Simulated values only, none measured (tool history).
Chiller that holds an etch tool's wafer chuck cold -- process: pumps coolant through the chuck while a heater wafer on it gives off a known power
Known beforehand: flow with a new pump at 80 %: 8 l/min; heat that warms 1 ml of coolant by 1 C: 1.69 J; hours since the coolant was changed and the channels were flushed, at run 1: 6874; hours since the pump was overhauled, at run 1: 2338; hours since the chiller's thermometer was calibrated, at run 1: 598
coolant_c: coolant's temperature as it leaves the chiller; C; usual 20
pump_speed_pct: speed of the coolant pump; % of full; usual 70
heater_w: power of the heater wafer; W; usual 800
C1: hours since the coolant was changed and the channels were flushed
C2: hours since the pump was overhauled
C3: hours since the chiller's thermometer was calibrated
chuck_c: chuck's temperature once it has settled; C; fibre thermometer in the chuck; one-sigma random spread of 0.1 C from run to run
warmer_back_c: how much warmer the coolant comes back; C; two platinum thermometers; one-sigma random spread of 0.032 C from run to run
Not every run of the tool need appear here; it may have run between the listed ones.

run 1 day=0.000 | coolant_c=20 pump_speed_pct=70 heater_w=800 | C1=6874 C2=2338 C3=598 | chuck_c=27.2 warmer_back_c=4.05
run 2 day=3.667 | coolant_c=20 pump_speed_pct=70 heater_w=570 | C1=6962 C2=2426 C3=686 | chuck_c=25.2 warmer_back_c=2.89
run 3 day=9.112 | coolant_c=20 pump_speed_pct=70 heater_w=523 | C1=7092 C2=2557 C3=817 | chuck_c=24.8 warmer_back_c=2.66
run 4 day=14.550 | coolant_c=20 pump_speed_pct=70 heater_w=523 | C1=7223 C2=2687 C3=947 | chuck_c=24.8 warmer_back_c=2.64
run 5 day=20.046 | coolant_c=20 pump_speed_pct=70 heater_w=800 | C1=7355 C2=2819 C3=1079 | chuck_c=27.4 warmer_back_c=3.99
run 6 day=23.083 | coolant_c=20 pump_speed_pct=70 heater_w=1039 | C1=7428 C2=2892 C3=1152 | chuck_c=29.5 warmer_back_c=5.19
run 7 day=27.242 | coolant_c=20 pump_speed_pct=70 heater_w=1039 | C1=7527 C2=2992 C3=1252 | chuck_c=29.6 warmer_back_c=5.21
run 8 day=31.533 | coolant_c=20 pump_speed_pct=70 heater_w=1039 | C1=7630 C2=3095 C3=1355 | chuck_c=29.6 warmer_back_c=5.17
run 9 day=37.721 | coolant_c=20 pump_speed_pct=70 heater_w=800 | C1=7779 C2=3244 C3=1504 | chuck_c=27.3 warmer_back_c=3.97
run 10 day=41.450 | coolant_c=20 pump_speed_pct=82 heater_w=800 | C1=7868 C2=3333 C3=1593 | chuck_c=26.4 warmer_back_c=3.34
run 11 day=46.567 | coolant_c=20 pump_speed_pct=82 heater_w=800 | C1=7991 C2=3456 C3=1716 | chuck_c=26.3 warmer_back_c=3.34
run 12 day=49.683 | coolant_c=20 pump_speed_pct=70 heater_w=800 | C1=8066 C2=3531 C3=1791 | chuck_c=27.3 warmer_back_c=3.96
run 13 day=55.225 | coolant_c=20 pump_speed_pct=98 heater_w=800 | C1=8199 C2=3664 C3=1924 | chuck_c=25.9 warmer_back_c=2.80
run 14 day=58.442 | coolant_c=20 pump_speed_pct=98 heater_w=800 | C1=8276 C2=3741 C3=2001 | chuck_c=25.7 warmer_back_c=2.75
run 15 day=62.729 | coolant_c=20 pump_speed_pct=98 heater_w=800 | C1=8379 C2=3844 C3=2104 | chuck_c=25.8 warmer_back_c=2.81
run 16 day=65.962 | coolant_c=20 pump_speed_pct=98 heater_w=800 | C1=8457 C2=3921 C3=2181 | chuck_c=25.9 warmer_back_c=2.81
run 17 day=72.046 | coolant_c=20 pump_speed_pct=88 heater_w=450 | C1=8603 C2=4067 C3=2327 | chuck_c=23.4 warmer_back_c=1.74
run 18 day=75.392 | coolant_c=13 pump_speed_pct=78 heater_w=961 | C1=8683 C2=4148 C3=2408 | chuck_c=21.2 warmer_back_c=4.25
run 19 day=79.296 | coolant_c=11 pump_speed_pct=62 heater_w=497 | C1=8777 C2=4241 C3=2501 | chuck_c=16.0 warmer_back_c=2.66
run 20 day=84.754 | coolant_c=11 pump_speed_pct=62 heater_w=497 | C1=8908 C2=4372 C3=2632 | chuck_c=15.9 warmer_back_c=2.68
-- day=87.492 coolant changed, channels flushed
run 21 day=91.408 | coolant_c=18 pump_speed_pct=60 heater_w=637 | C1=94 C2=4526 C3=2786 | chuck_c=24.4 warmer_back_c=3.56
run 22 day=96.612 | coolant_c=18 pump_speed_pct=60 heater_w=637 | C1=219 C2=4651 C3=2911 | chuck_c=24.4 warmer_back_c=3.51
run 23 day=100.154 | coolant_c=18 pump_speed_pct=60 heater_w=1101 | C1=304 C2=4736 C3=2996 | chuck_c=29.1 warmer_back_c=6.25
run 24 day=104.538 | coolant_c=20 pump_speed_pct=94 heater_w=1099 | C1=409 C2=4841 C3=3101 | chuck_c=28.1 warmer_back_c=4.02
-- day=106.933 gauge calibrated
run 25 day=109.183 | coolant_c=13 pump_speed_pct=94 heater_w=1099 | C1=521 C2=4953 C3=3213 | chuck_c=21.2 warmer_back_c=4.16
run 26 day=115.196 | coolant_c=23 pump_speed_pct=63 heater_w=455 | C1=665 C2=5097 C3=3357 | chuck_c=27.5 warmer_back_c=2.61
run 27 day=118.550 | coolant_c=25 pump_speed_pct=90 heater_w=599 | C1=745 C2=5177 C3=3437 | chuck_c=29.5 warmer_back_c=2.37
run 28 day=124.288 | coolant_c=19 pump_speed_pct=88 heater_w=911 | C1=883 C2=5315 C3=3575 | chuck_c=26.2 warmer_back_c=3.69
run 29 day=127.712 | coolant_c=25 pump_speed_pct=70 heater_w=973 | C1=965 C2=5397 C3=3657 | chuck_c=33.9 warmer_back_c=4.84
run 30 day=131.338 | coolant_c=25 pump_speed_pct=70 heater_w=973 | C1=1052 C2=5484 C3=3744 | chuck_c=33.8 warmer_back_c=4.90
run 31 day=134.729 | coolant_c=18 pump_speed_pct=63 heater_w=769 | C1=1134 C2=5566 C3=3826 | chuck_c=25.6 warmer_back_c=4.19
run 32 day=137.933 | coolant_c=18 pump_speed_pct=100 heater_w=769 | C1=1211 C2=5643 C3=3903 | chuck_c=23.6 warmer_back_c=2.68

What differs in the tool's unlogged condition from the final listed run ahead of each entry between runs to the first listed run following it?
Between runs 20 and 21: coolant changed, channels flushed (day 87.492)
  heat passed by the chuck's channels, % of clean ones': 99.8 -> 100; drift of the gauge itself on warmer_back_c, C: -0.15 -> -0.16
  the result without the hidden state subtracted from the measured one, warmer_back_c: -0.15 -> -0.15 C
Between runs 24 and 25: gauge calibrated (day 106.933)
  drift of the gauge itself on warmer_back_c, C: -0.18 -> 0
  the result without the hidden state subtracted from the measured one, warmer_back_c: -0.17 -> +0.00 C
